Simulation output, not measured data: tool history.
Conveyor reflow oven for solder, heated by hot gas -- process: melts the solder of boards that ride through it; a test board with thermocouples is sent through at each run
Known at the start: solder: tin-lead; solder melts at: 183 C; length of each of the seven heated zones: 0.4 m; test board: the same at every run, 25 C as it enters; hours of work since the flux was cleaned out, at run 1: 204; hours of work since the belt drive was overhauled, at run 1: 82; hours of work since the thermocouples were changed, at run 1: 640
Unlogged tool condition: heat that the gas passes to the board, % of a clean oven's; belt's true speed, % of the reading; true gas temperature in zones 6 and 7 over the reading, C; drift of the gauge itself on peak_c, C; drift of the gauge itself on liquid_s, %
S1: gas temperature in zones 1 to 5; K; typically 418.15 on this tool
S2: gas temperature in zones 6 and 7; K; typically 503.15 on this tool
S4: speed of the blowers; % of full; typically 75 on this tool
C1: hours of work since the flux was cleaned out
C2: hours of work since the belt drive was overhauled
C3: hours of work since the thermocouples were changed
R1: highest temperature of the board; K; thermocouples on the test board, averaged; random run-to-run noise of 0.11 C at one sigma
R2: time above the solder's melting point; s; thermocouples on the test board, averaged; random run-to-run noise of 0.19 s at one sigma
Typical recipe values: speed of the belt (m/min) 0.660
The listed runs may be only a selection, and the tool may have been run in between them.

Run 1, day 0.000: usual settings; C1 204; C2 82; C3 640. Result: R1 484.25 K, R2 50.7 s.
Run 2, day 0.350: usual settings but S2 500.15 K; C1 211; C2 88; C3 647. Result: R1 481.85 K, R2 48.5 s.
Run 3, day 0.688: usual settings but speed of the belt (m/min) 0.577; C1 218; C2 95; C3 653. Result: R1 488.65 K, R2 63.2 s.
Run 4, day 0.938: usual settings but S2 497.15 K, speed of the belt (m/min) 0.577; C1 222; C2 100; C3 658. Result: R1 483.55 K, R2 58.7 s.
Run 5, day 1.254: usual settings but S2 497.15 K, speed of the belt (m/min) 0.577; C1 228; C2 106; C3 664. Result: R1 483.65 K, R2 58.7 s.
Run 6, day 1.538: usual settings but S2 497.15 K, speed of the belt (m/min) 0.577; C1 234; C2 111; C3 670. Result: R1 483.55 K, R2 58.4 s.
Run 7, day 1.833: usual settings but S2 497.15 K; C1 240; C2 117; C3 675. Result: R1 479.55 K, R2 45.7 s.
Run 8, day 2.088: usual settings but S2 497.15 K; C1 244; C2 122; C3 680. Result: R1 479.55 K, R2 45.8 s.
Run 9, day 2.383: usual settings; C1 250; C2 127; C3 686. Result: R1 484.25 K, R2 50.3 s.
Run 10, day 2.750: usual settings; C1 257; C2 134; C3 693. Result: R1 484.25 K, R2 50.5 s.
Run 11, day 2.967: usual settings but S2 506.15 K, speed of the belt (m/min) 0.781, S4 62 % of full; C1 261; C2 138; C3 697. Result: R1 475.35 K, R2 32.3 s.
Run 12, day 3.225: usual settings but S2 506.15 K, speed of the belt (m/min) 0.781, S4 62 % of full; C1 266; C2 143; C3 702. Result: R1 475.45 K, R2 32.4 s.
At day 3.479: thermocouples of zones 6 and 7 changed.
Run 13, day 3.700: usual settings but S2 506.15 K, speed of the belt (m/min) 0.781, S4 62 % of full; C1 274; C2 151; C3 4. Result: R1 474.05 K, R2 31.2 s.
Run 14, day 3.942: usual settings but S2 506.15 K, speed of the belt (m/min) 0.781, S4 62 % of full; C1 278; C2 156; C3 9. Result: R1 474.25 K, R2 31.0 s.
Run 15, day 4.296: usual settings but S2 506.15 K, speed of the belt (m/min) 0.781, S4 62 % of full; C1 285; C2 162; C3 16. Result: R1 474.15 K, R2 30.7 s.
Run 16, day 4.508: usual settings but S2 505.15 K, speed of the belt (m/min) 0.568, S4 62 % of full; C1 289; C2 166; C3 20. Result: R1 485.65 K, R2 61.2 s.
Run 17, day 4.817: usual settings but S2 505.15 K, speed of the belt (m/min) 0.568, S4 62 % of full; C1 295; C2 172; C3 26. Result: R1 485.95 K, R2 61.0 s.
Run 18, day 5.096: usual settings but S2 516.15 K; C1 300; C2 178; C3 31. Result: R1 493.25 K, R2 58.0 s.

4 options for the next run, each taken on its own from the tool as it stands now. Forecast them:
Run A, day 5.412: usual settings but S2 497.15 K, S4 51 % of full; C1 306; C2 184; C3 37. Result: R1 ?, R2 ?.
Run B, day 5.412: usual settings but S4 64 % of full; C1 306; C2 184; C3 37. Result: R1 ?, R2 ?.
Run C, day 5.412: usual settings but speed of the belt (m/min) 0.711, S4 54 % of full; C1 306; C2 184; C3 37. Result: R1 ?, R2 ?.
Run D, day 5.412: usual settings but S1 427.15 K, S2 516.15 K, S4 58 % of full; C1 306; C2 184; C3 37. Result: R1 ?, R2 ?.

run      R1    R2
  A  470.15  31.7
  B  479.65  45.0
  C  472.55  32.4
  D  489.75  58.1
With the hidden condition removed and each run's random variation left untouched, the same runs would have given:
run      R1    R2
  A  470.55  32.4
  B  480.15  45.6
  C  473.05  33.2
  D  490.25  58.4
